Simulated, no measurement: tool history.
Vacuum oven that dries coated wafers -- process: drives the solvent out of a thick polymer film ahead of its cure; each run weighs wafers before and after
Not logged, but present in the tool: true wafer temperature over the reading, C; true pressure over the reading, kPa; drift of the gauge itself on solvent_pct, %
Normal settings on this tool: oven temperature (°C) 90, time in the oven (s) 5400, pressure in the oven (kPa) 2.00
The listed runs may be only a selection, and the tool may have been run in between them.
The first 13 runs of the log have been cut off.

run    hour  oven temperature (°C)  time in the oven (s)  pressure in the oven (kPa)  hours of work since the thermocouples were calibrated  hours of work since the vacuum gauge was cleaned of residue  solvent left in the film (%)
 14   634.9                     90                  5400                        2.00                                                    377                                                         1279                          4.26
 15   694.6                     90                  5400                        2.00                                                    412                                                         1314                          4.22
 16   744.7                     90                  5400                        2.00                                                    442                                                         1344                          4.29
 17   776.2                     90                  5400                        6.09                                                    461                                                         1363                          6.26
 18   830.6                     90                  5400                        6.09                                                    493                                                         1395                          6.35
 19   891.6                     90                  5400                        6.09                                                    529                                                         1431                          6.38
 20   961.2                     90                  6720                        1.48                                                    570                                                         1473                          3.08
 21  1012.7                     90                  6720                        1.48                                                    601                                                         1503                          3.05
 22  1084.3                     90                  6720                        1.48                                                    643                                                         1546                          3.04
 23  1149.9                     98                  5400                        2.00                                                    682                                                         1585                          2.29
 24  1219.5                     98                  5400                        2.00                                                    724                                                         1626                          2.27
 25  1255.1                     90                  5880                        2.00                                                    745                                                         1647                          3.73
 26  1306.0                     97                  4800                        3.44                                                    775                                                         1677                          3.38
 27  1337.8                    103                  2880                        6.94                                                    794                                                         1696                          4.84
     1343.0  -- oven's thermocouples calibrated
 28  1402.0                     90                  4260                        2.67                                                     35                                                         1733                          5.38
 29  1453.9                     92                  7980                        1.15                                                     66                                                         1764                          1.78
 30  1519.8                     92                  9060                        1.91                                                    105                                                         1803                          1.90
 31  1578.4                     92                  9060                        1.91                                                    140                                                         1838                          1.89
 32  1625.3                     97                  5880                        2.00                                                    168                                                         1866                          2.13
 33  1659.8                     79                  8520                        2.00                                                    188                                                         1886                          5.32
 34  1723.5                     79                  8520                        7.85                                                    226                                                         1924                          9.51
     1729.7  -- oven's thermocouples calibrated, once more
 35  1769.5                     79                  8520                        7.85                                                     24                                                         1950                         10.48
 36  1825.2                     96                  8820                        3.35                                                     57                                                         1983                          2.38
 37  1880.7                     96                  8820                        3.06                                                     90                                                         2016                          2.24
 38  1916.5                     90                  8460                        2.04                                                    111                                                         2037                          2.89

Each row is a separate what-if for the run after 38, all from the same tool condition, not one after another. Results?
  A  1990.2                     93                  9120                        2.34                                                    155                                                         2081                             ?
  B  1990.2                    100                  5400                        2.00                                                    155                                                         2081                             ?
  C  1990.2                     90                  8460                        5.72                                                    155                                                         2081                             ?
  D  1990.2                     95                  3180                        2.83                                                    155                                                         2081                             ?

run  solvent left in the film (%)
  A                          2.31
  B                          2.15
  C                          4.92
  D                          5.80
With no hidden state in the tool, these same runs would have given:
run  solvent left in the film (%)
  A                          1.90
  B                          1.84
  C                          4.47
  D                          5.47
